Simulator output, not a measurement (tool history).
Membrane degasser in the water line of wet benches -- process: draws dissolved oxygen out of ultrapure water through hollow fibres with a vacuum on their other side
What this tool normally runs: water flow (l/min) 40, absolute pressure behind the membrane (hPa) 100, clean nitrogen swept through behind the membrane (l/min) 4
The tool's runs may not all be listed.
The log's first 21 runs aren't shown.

run      day  water flow (l/min)  absolute pressure behind the membrane (hPa)  clean nitrogen swept through behind the membrane (l/min)  dissolved oxygen in the water behind the degasser (ppb)  pressure that the water loses in the fibres (hPa)
 22  206.617                  56                                           84                                                       3.6                                                    402.3                                              702.9
     212.575  -- seals of the vacuum lines changed
 23  219.971                  49                                          156                                                      2.89                                                    631.8                                              610.7
 24  231.029                  40                                          169                                                         4                                                    428.8                                              503.9
 25  241.804                  40                                          169                                                         4                                                    425.2                                              505.6
 26  252.125                  43                                          100                                                      3.53                                                    329.8                                              544.3
 27  257.854                  43                                          103                                                      3.53                                                    334.5                                                545
 28  268.404                  39                                          100                                                         4                                                      272                                                498
 29  278.088                  39                                          100                                                         4                                                    275.2                                              499.9
     279.121  -- vacuum gauge calibrated
 30  288.088                  39                                          100                                                         4                                                    265.1                                              502.2
 31  297.379                  27                                          170                                                      5.16                                                    220.7                                                349

Here are 5 independent what-if runs from the current tool condition. What would each one return?
  A  310.621                  42                                          170                                                      1.79                                                        ?                                                  ?
  B  310.621                  58                                           70                                                      5.28                                                        ?                                                  ?
  C  310.621                  28                                          236                                                      2.55                                                        ?                                                  ?
  D  310.621                  63                                          123                                                      1.63                                                        ?                                                  ?
  E  310.621                  40                                          100                                                      5.96                                                        ?                                                  ?

run  dissolved oxygen in the water behind the degasser (ppb)  pressure that the water loses in the fibres (hPa)
  A                                                    776.4                                              546.7
  B                                                    364.1                                              746.9
  C                                                    549.3                                              361.3
  D                                                    925.5                                              811.1
  E                                                    234.6                                              519.4
Take away the tool's hidden state, keep each run's random variation, and the runs would have read:
run  dissolved oxygen in the water behind the degasser (ppb)  pressure that the water loses in the fibres (hPa)
  A                                                    729.5                                              496.8
  B                                                      284                                              678.3
  C                                                    524.8                                              328.1
  D                                                    843.7                                              736.5
  E                                                    189.7                                              471.9

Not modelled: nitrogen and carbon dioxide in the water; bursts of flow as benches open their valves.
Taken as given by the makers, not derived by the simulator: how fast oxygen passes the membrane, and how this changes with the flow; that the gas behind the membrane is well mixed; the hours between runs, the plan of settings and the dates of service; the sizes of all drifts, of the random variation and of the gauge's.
